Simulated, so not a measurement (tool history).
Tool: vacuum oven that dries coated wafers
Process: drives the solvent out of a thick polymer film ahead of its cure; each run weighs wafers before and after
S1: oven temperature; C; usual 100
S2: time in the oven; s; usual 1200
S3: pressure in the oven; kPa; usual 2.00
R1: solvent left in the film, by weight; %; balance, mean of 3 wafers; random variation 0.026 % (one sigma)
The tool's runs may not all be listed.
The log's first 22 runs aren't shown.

run    hour   S1    S2    S3    R1
 23  1336.0  106   780  4.34  2.86
 24  1389.5  100   720  2.00  3.02
 25  1452.6   86  1560  1.47  2.61
 26  1512.2   86  1560  7.06  7.12
 27  1556.0   86  1560  7.06  7.01
 28  1624.3   86  1560  7.06  7.01
 29  1699.5   86  1560  7.06  7.04
 30  1769.3   86  1560  7.06  6.93
 31  1830.1   96  2040  3.04  2.07
 32  1911.6   96  2040  3.04  2.09
 33  1952.6   86  1740  2.00  2.74
 34  2024.2   86  1200  1.54  3.45
 35  2066.2   86  1200  1.54  3.43
 36  2141.1   86  1200  1.54  3.38
 37  2189.3   90   960  1.13  3.19
 38  2228.8   90   960  1.13  3.17
 39  2296.5  113  1680  7.41  2.53
     2353.2  -- oven's thermocouples calibrated
 40  2356.9   96  1500  3.24  2.70
 41  2400.2   97  1260  4.04  3.27
 42  2468.9   97  1260  4.04  3.33

3 ways to go on from here, each from the tool as it stands after run 42. What would each give?
  A  2549.9  111  1620  1.31   ?
  B  2549.9  106  1260  1.29   ?
  C  2549.9  112  1200  7.79   ?

run    R1
  A  0.66
  B  1.01
  C  2.98
Without the tool's hidden state the same runs would have given:
run    R1
  A  0.48
  B  0.82
  C  2.85

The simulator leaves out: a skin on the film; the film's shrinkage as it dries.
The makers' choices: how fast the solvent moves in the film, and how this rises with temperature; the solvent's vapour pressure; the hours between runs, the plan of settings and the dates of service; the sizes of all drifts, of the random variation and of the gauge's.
